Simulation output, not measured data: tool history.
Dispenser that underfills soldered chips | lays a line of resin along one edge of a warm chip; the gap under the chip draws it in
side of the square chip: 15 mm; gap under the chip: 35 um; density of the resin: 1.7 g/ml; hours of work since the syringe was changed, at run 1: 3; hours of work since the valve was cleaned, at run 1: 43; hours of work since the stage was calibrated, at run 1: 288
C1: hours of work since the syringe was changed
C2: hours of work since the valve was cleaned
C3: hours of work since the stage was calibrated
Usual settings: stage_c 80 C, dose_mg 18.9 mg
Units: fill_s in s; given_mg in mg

{"run": 1, "hour": 0.0, "stage_c": 80, "dose_mg": 18.9, "C1": 3, "C2": 43, "C3": 288, "fill_s": 458.3, "given_mg": 18.4}
{"hour": 7.5, "done": "new syringe of resin"}
{"run": 2, "hour": 8.6, "stage_c": 80, "dose_mg": 18.9, "C1": 1, "C2": 49, "C3": 294, "fill_s": 400.3, "given_mg": 18.38}
{"hour": 19.2, "done": "new syringe of resin"}
{"run": 3, "hour": 21.4, "stage_c": 80, "dose_mg": 18.9, "C1": 2, "C2": 58, "C3": 303, "fill_s": 432.3, "given_mg": 18.36}
{"hour": 30.8, "done": "new syringe of resin"}
{"run": 4, "hour": 33.0, "stage_c": 80, "dose_mg": 17.9, "C1": 2, "C2": 67, "C3": 312, "fill_s": 430.1, "given_mg": 17.1}
{"hour": 35.6, "done": "dispensing valve cleaned and set on the balance"}
{"run": 5, "hour": 41.9, "stage_c": 80, "dose_mg": 17.9, "C1": 7, "C2": 5, "C3": 317, "fill_s": 648.8, "given_mg": 17.82}
{"hour": 43.7, "done": "new syringe of resin"}
{"run": 6, "hour": 54.2, "stage_c": 80, "dose_mg": 18.9, "C1": 8, "C2": 14, "C3": 326, "fill_s": 644.3, "given_mg": 18.7}
{"hour": 55.3, "done": "new syringe of resin"}
{"hour": 66.8, "done": "new syringe of resin"}
{"run": 7, "hour": 67.5, "stage_c": 80, "dose_mg": 18.9, "C1": 1, "C2": 23, "C3": 336, "fill_s": 389.6, "given_mg": 18.72}
{"run": 8, "hour": 73.9, "stage_c": 80, "dose_mg": 18.9, "C1": 5, "C2": 28, "C3": 340, "fill_s": 539.8, "given_mg": 18.68}
{"hour": 78.2, "done": "new syringe of resin"}
{"run": 9, "hour": 85.1, "stage_c": 80, "dose_mg": 18.9, "C1": 5, "C2": 36, "C3": 349, "fill_s": 537.5, "given_mg": 18.58}
{"hour": 90.2, "done": "new syringe of resin"}
{"run": 10, "hour": 92.8, "stage_c": 80, "dose_mg": 18.9, "C1": 2, "C2": 41, "C3": 354, "fill_s": 431.6, "given_mg": 18.41}
{"hour": 101.4, "done": "new syringe of resin"}
{"run": 11, "hour": 103.5, "stage_c": 80, "dose_mg": 18.9, "C1": 2, "C2": 49, "C3": 362, "fill_s": 436.0, "given_mg": 18.31}
{"hour": 113.5, "done": "new syringe of resin"}
{"run": 12, "hour": 115.8, "stage_c": 80, "dose_mg": 20.4, "C1": 2, "C2": 58, "C3": 371, "fill_s": 424.7, "given_mg": 19.67}
{"hour": 124.7, "done": "new syringe of resin"}
{"run": 13, "hour": 128.3, "stage_c": 80, "dose_mg": 20.4, "C1": 3, "C2": 67, "C3": 380, "fill_s": 441.9, "given_mg": 19.57}
{"hour": 130.2, "done": "dispensing valve cleaned and set on the balance"}
{"hour": 137.1, "done": "new syringe of resin"}
{"run": 14, "hour": 140.8, "stage_c": 80, "dose_mg": 20.4, "C1": 3, "C2": 8, "C3": 388, "fill_s": 450.3, "given_mg": 20.26}
{"hour": 148.4, "done": "new syringe of resin"}
{"run": 15, "hour": 150.9, "stage_c": 68, "dose_mg": 18.9, "C1": 2, "C2": 15, "C3": 395, "fill_s": 652.5, "given_mg": 18.84}
{"hour": 159.9, "done": "new syringe of resin"}
{"run": 16, "hour": 159.9, "stage_c": 68, "dose_mg": 18.9, "C1": 0, "C2": 21, "C3": 402, "fill_s": 559.4, "given_mg": 18.65}
{"run": 17, "hour": 166.7, "stage_c": 68, "dose_mg": 18.9, "C1": 5, "C2": 26, "C3": 406, "fill_s": 817.2, "given_mg": 18.6}
{"hour": 171.9, "done": "new syringe of resin"}
{"run": 18, "hour": 173.1, "stage_c": 84, "dose_mg": 18.4, "C1": 1, "C2": 31, "C3": 411, "fill_s": 369.5, "given_mg": 18.11}
{"run": 19, "hour": 180.0, "stage_c": 71, "dose_mg": 20.5, "C1": 6, "C2": 36, "C3": 416, "fill_s": 779.8, "given_mg": 20.0}
{"hour": 183.8, "done": "new syringe of resin"}
{"run": 20, "hour": 193.1, "stage_c": 71, "dose_mg": 20.5, "C1": 7, "C2": 45, "C3": 426, "fill_s": 826.7, "given_mg": 19.98}
{"hour": 195.1, "done": "new syringe of resin"}
{"run": 21, "hour": 204.3, "stage_c": 71, "dose_mg": 20.5, "C1": 7, "C2": 53, "C3": 434, "fill_s": 822.3, "given_mg": 19.97}
{"hour": 206.2, "done": "new syringe of resin"}
{"run": 22, "hour": 213.7, "stage_c": 81, "dose_mg": 18.6, "C1": 5, "C2": 60, "C3": 440, "fill_s": 536.3, "given_mg": 17.96}
{"hour": 217.4, "done": "new syringe of resin"}
{"hour": 224.9, "done": "dispensing valve cleaned and set on the balance"}
{"run": 23, "hour": 227.3, "stage_c": 79, "dose_mg": 18.6, "C1": 7, "C2": 2, "C3": 449, "fill_s": 628.2, "given_mg": 18.72}
{"hour": 230.0, "done": "new syringe of resin"}
{"run": 24, "hour": 235.2, "stage_c": 79, "dose_mg": 18.6, "C1": 4, "C2": 7, "C3": 455, "fill_s": 515.5, "given_mg": 18.36}
{"hour": 241.5, "done": "new syringe of resin"}
{"run": 25, "hour": 247.7, "stage_c": 83, "dose_mg": 22.8, "C1": 5, "C2": 16, "C3": 464, "fill_s": 467.8, "given_mg": 22.47}
{"hour": 253.4, "done": "new syringe of resin"}
{"run": 26, "hour": 259.9, "stage_c": 80, "dose_mg": 16.1, "C1": 5, "C2": 25, "C3": 473, "fill_s": 565.6, "given_mg": 15.76}
{"hour": 265.3, "done": "new syringe of resin"}
{"run": 27, "hour": 270.0, "stage_c": 87, "dose_mg": 23.6, "C1": 3, "C2": 32, "C3": 480, "fill_s": 380.1, "given_mg": 23.19}
{"hour": 276.9, "done": "new syringe of resin"}
{"run": 28, "hour": 279.6, "stage_c": 87, "dose_mg": 23.6, "C1": 2, "C2": 39, "C3": 487, "fill_s": 349.0, "given_mg": 23.18}
{"hour": 288.4, "done": "new syringe of resin"}
{"run": 29, "hour": 291.6, "stage_c": 87, "dose_mg": 23.6, "C1": 2, "C2": 48, "C3": 496, "fill_s": 353.0, "given_mg": 23.23}
{"run": 30, "hour": 298.1, "stage_c": 84, "dose_mg": 20.7, "C1": 7, "C2": 53, "C3": 500, "fill_s": 548.3, "given_mg": 20.05}
{"hour": 300.2, "done": "new syringe of resin"}
{"hour": 306.2, "done": "stage's temperature calibrated"}
{"run": 31, "hour": 308.8, "stage_c": 88, "dose_mg": 16.8, "C1": 6, "C2": 60, "C3": 2, "fill_s": 432.2, "given_mg": 16.29}
{"hour": 312.9, "done": "new syringe of resin"}
{"hour": 320.1, "done": "dispensing valve cleaned and set on the balance"}
{"run": 32, "hour": 320.4, "stage_c": 84, "dose_mg": 19.5, "C1": 5, "C2": 0, "C3": 10, "fill_s": 438.1, "given_mg": 19.62}
{"hour": 325.1, "done": "new syringe of resin"}
{"run": 33, "hour": 330.2, "stage_c": 71, "dose_mg": 18.9, "C1": 4, "C2": 7, "C3": 17, "fill_s": 629.2, "given_mg": 18.82}
{"hour": 336.4, "done": "new syringe of resin"}
{"run": 34, "hour": 336.4, "stage_c": 93, "dose_mg": 18.9, "C1": 0, "C2": 12, "C3": 21, "fill_s": 247.9, "given_mg": 18.85}

3 ways to go on from here, each from the tool as it stands after run 34. What would each give?
{"run": "A", "hour": 345.8, "stage_c": 77, "dose_mg": 23.7, "C1": 7, "C2": 18, "C3": 28, "fill_s": "?", "given_mg": "?"}
{"run": "B", "hour": 345.8, "stage_c": 68, "dose_mg": 19.3, "C1": 7, "C2": 18, "C3": 28, "fill_s": "?", "given_mg": "?"}
{"run": "C", "hour": 345.8, "stage_c": 93, "dose_mg": 17.1, "C1": 7, "C2": 18, "C3": 28, "fill_s": "?", "given_mg": "?"}

run=A fill_s=644.4 given_mg=23.38
run=B fill_s=878.5 given_mg=19.01
run=C fill_s=405.5 given_mg=16.84
Without the tool's hidden state the same runs would have given:
run=A fill_s=393.2 given_mg=23.64
run=B fill_s=535.5 given_mg=19.22
run=C fill_s=246.9 given_mg=17.02
